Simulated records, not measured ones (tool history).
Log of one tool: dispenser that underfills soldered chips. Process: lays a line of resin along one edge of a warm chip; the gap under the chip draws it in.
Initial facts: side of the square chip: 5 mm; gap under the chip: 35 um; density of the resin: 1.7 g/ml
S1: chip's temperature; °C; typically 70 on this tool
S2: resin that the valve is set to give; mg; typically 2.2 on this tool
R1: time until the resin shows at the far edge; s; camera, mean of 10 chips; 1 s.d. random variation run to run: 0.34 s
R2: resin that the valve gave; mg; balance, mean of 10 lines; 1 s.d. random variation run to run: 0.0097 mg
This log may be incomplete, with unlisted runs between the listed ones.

run	hour	S1	S2	R1	R2
1	0	70	2.2	19.1	2.178
2	5.8	70	2.2	22.5	2.183
# hour 12.8: new syringe of resin
3	16	70	2.2	19.5	2.166
4	26.4	70	2.2	27	2.141
# hour 27.6: new syringe of resin
5	33.4	70	2.2	21.2	2.129
6	41	70	2.2	27.7	2.128
# hour 42.2: new syringe of resin
7	45.9	70	2.2	20.7	2.131
8	55	70	2.26	26.4	2.192
# hour 57.2: new syringe of resin
9	64.5	70	2.26	22.3	2.179
# hour 72.3: new syringe of resin
10	73.2	70	2.26	18.6	2.164
11	83.7	70	2.26	25.6	2.149
# hour 87.3: new syringe of resin
12	90	70	2.26	18.5	2.152
13	98.3	70	2.2	25.4	2.072
# hour 102.1: new syringe of resin
14	109.5	70	2.2	23	2.062
# hour 116.8: new syringe of resin
15	116.8	70	2.2	18	2.073
16	125.7	70	2.2	23.6	2.041
# hour 131.8: new syringe of resin
17	133.2	70	2.85	17.5	2.659
18	139.1	70	2.85	21.4	2.649
# hour 145.9: dispensing valve cleaned and set on the balance
# hour 147.6: new syringe of resin
19	150	70	2.37	19.2	2.372
20	161.1	56	2.37	53.5	2.351
# hour 162.3: new syringe of resin
21	170.6	79	2.55	16.1	2.513
22	176.3	75	2.18	23.3	2.136
# hour 177.3: new syringe of resin
23	187.3	75	2.18	20.3	2.132
# hour 191.8: new syringe of resin
24	196.3	75	2.18	16.7	2.119
25	204.8	67	2.31	30.6	2.263
# hour 206.4: new syringe of resin
26	214.5	77	2.31	17.4	2.239
# hour 221.6: new syringe of resin
27	223	77	2.31	13.6	2.221
28	232.5	77	2.31	19.1	2.211

Estimate the outcome of run 29 from the log above:
# hour 236.3: new syringe of resin
29	240.1	77	2.31	?	?

Run 29 gave R1 15.1 s, R2 2.209 mg.
Were there no unlogged condition in the tool, this run, its random variation unchanged, would have produced R1 12.3 s, R2 2.305 mg.
